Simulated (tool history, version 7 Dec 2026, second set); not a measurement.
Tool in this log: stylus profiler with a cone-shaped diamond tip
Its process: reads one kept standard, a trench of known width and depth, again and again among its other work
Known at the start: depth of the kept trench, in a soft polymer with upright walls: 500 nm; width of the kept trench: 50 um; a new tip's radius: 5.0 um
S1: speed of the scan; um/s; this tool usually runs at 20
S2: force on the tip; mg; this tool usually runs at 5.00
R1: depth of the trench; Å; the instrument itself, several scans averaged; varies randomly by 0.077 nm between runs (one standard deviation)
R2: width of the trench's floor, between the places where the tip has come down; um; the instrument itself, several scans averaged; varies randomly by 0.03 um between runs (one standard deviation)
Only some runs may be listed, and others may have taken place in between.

| run | hour | S1 | S2 | R1 | R2 |
|---|---|---|---|---|---|
| 1 | 0.0 | 20 | 5.00 | 5044.6 | 43.87 |
| 2 | 42.7 | 43 | 5.00 | 5045.5 | 43.72 |
| 3 | 128.2 | 43 | 5.00 | 5045.4 | 43.69 |
| 4 | 188.0 | 43 | 5.00 | 5045.4 | 43.59 |
| 5 | 259.7 | 43 | 5.00 | 5047.1 | 43.54 |
| 6 | 345.0 | 43 | 5.00 | 5046.2 | 43.44 |
| 7 | 408.7 | 7 | 5.00 | 5047.2 | 43.42 |
| 8 | 490.4 | 7 | 5.00 | 5047.1 | 43.38 |
| 9 | 542.3 | 7 | 5.00 | 5047.7 | 43.30 |
| 10 | 626.4 | 7 | 5.00 | 5047.6 | 43.20 |
|  | 633.2 | height scale calibrated on a step standard |
| 11 | 694.4 | 20 | 11.06 | 5077.6 | 43.16 |
| 12 | 759.8 | 23 | 11.06 | 5078.0 | 43.05 |
| 13 | 811.5 | 23 | 11.06 | 5078.3 | 43.02 |
| 14 | 884.6 | 23 | 11.06 | 5079.2 | 42.95 |
| 15 | 967.5 | 23 | 11.06 | 5078.5 | 42.88 |
| 16 | 1037.8 | 7 | 13.66 | 5091.3 | 42.85 |
| 17 | 1102.8 | 7 | 13.66 | 5091.6 | 42.77 |
|  | 1132.7 | height scale calibrated on a step standard, once more |
| 18 | 1181.6 | 17 | 5.00 | 5043.5 | 42.65 |
| 19 | 1246.2 | 18 | 3.52 | 5036.0 | 42.60 |
| 20 | 1324.6 | 53 | 1.74 | 5023.1 | 42.32 |
| 21 | 1397.0 | 24 | 10.08 | 5070.0 | 42.49 |
| 22 | 1466.2 | 35 | 5.60 | 5048.6 | 42.33 |
| 23 | 1509.4 | 50 | 1.67 | 5021.6 | 42.17 |
| 24 | 1557.0 | 50 | 1.67 | 5022.7 | 42.09 |
| 25 | 1610.4 | 50 | 1.67 | 5023.3 | 42.04 |

Here are 3 independent what-if runs from the current tool condition. What would each one return?
| A | 1687.4 | 50 | 1.83 | ? | ? |
| B | 1687.4 | 17 | 1.67 | ? | ? |
| C | 1687.4 | 7 | 9.02 | ? | ? |

| run | R1 | R2 |
|---|---|---|
| A | 5024.3 | 42.05 |
| B | 5023.2 | 42.21 |
| C | 5065.7 | 42.19 |
Without the tool's hidden state the same runs would have given:
| run | R1 | R2 |
|---|---|---|
| A | 5022.5 | 45.48 |
| B | 5021.4 | 45.64 |
| C | 5063.9 | 45.62 |

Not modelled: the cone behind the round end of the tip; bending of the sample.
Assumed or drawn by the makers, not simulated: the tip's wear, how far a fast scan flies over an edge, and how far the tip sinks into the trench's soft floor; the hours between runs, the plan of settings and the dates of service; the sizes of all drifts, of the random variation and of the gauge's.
